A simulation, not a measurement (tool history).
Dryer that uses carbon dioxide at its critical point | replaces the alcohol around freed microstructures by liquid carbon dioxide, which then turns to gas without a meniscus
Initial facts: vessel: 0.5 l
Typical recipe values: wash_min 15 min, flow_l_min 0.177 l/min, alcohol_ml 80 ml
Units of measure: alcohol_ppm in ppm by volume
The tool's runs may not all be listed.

Run 1, hour 0.0: usual settings. Result: alcohol_ppm 1449 ppm by volume.
Run 2, hour 6.8: usual settings. Result: alcohol_ppm 1501 ppm by volume.
Run 3, hour 15.4: usual settings. Result: alcohol_ppm 1489 ppm by volume.
Run 4, hour 22.5: usual settings. Result: alcohol_ppm 1478 ppm by volume.
Run 5, hour 28.7: usual settings. Result: alcohol_ppm 1444 ppm by volume.
Run 6, hour 36.5: usual settings but flow_l_min 0.115 l/min. Result: alcohol_ppm 7904 ppm by volume.
Run 7, hour 44.4: usual settings but flow_l_min 0.115 l/min. Result: alcohol_ppm 8106 ppm by volume.
Run 8, hour 54.1: usual settings but flow_l_min 0.115 l/min. Result: alcohol_ppm 8181 ppm by volume.
Run 9, hour 58.9: usual settings but alcohol_ml 62 ml. Result: alcohol_ppm 1132 ppm by volume.
Run 10, hour 70.5: usual settings but flow_l_min 0.151 l/min. Result: alcohol_ppm 3046 ppm by volume.
Run 11, hour 78.3: usual settings. Result: alcohol_ppm 1478 ppm by volume.
Run 12, hour 85.3: usual settings but wash_min 20 min, flow_l_min 0.126 l/min. Result: alcohol_ppm 2030 ppm by volume.
Run 13, hour 97.2: usual settings but flow_l_min 0.188 l/min. Result: alcohol_ppm 1132 ppm by volume.
Run 14, hour 104.8: usual settings but wash_min 10 min, flow_l_min 0.279 l/min. Result: alcohol_ppm 1045 ppm by volume.
Run 15, hour 116.1: usual settings but wash_min 16 min, flow_l_min 0.141 l/min, alcohol_ml 31 ml. Result: alcohol_ppm 1206 ppm by volume.
Run 16, hour 124.2: usual settings but wash_min 16 min, flow_l_min 0.141 l/min, alcohol_ml 31 ml. Result: alcohol_ppm 1235 ppm by volume.
Run 17, hour 131.5: usual settings but wash_min 14 min, flow_l_min 0.136 l/min, alcohol_ml 72 ml. Result: alcohol_ppm 5275 ppm by volume.
Run 18, hour 139.5: usual settings but wash_min 14 min, flow_l_min 0.136 l/min, alcohol_ml 72 ml. Result: alcohol_ppm 5287 ppm by volume.
Run 19, hour 144.8: usual settings but flow_l_min 0.131 l/min, alcohol_ml 40 ml. Result: alcohol_ppm 2727 ppm by volume.
Run 20, hour 156.0: usual settings but wash_min 14 min, flow_l_min 0.203 l/min, alcohol_ml 118 ml. Result: alcohol_ppm 1545 ppm by volume.
Run 21, hour 165.4: usual settings but flow_l_min 0.118 l/min. Result: alcohol_ppm 7463 ppm by volume.
Run 22, hour 174.9: usual settings but wash_min 10 min, alcohol_ml 84 ml. Result: alcohol_ppm 7638 ppm by volume.

3 ways to go on from here, each from the tool as it stands after run 22. What would each give?
Run A, hour 181.9: usual settings but wash_min 10 min, flow_l_min 0.285 l/min, alcohol_ml 84 ml. Result: alcohol_ppm ?.
Run B, hour 181.9: usual settings but flow_l_min 0.225 l/min. Result: alcohol_ppm ?.
Run C, hour 181.9: usual settings but wash_min 18 min. Result: alcohol_ppm ?.

run  alcohol_ppm
  A         1023
  B          420
  C          621
With the hidden condition removed and each run's random variation left untouched, the same runs would have given:
run  alcohol_ppm
  A          866
  B          342
  C          515
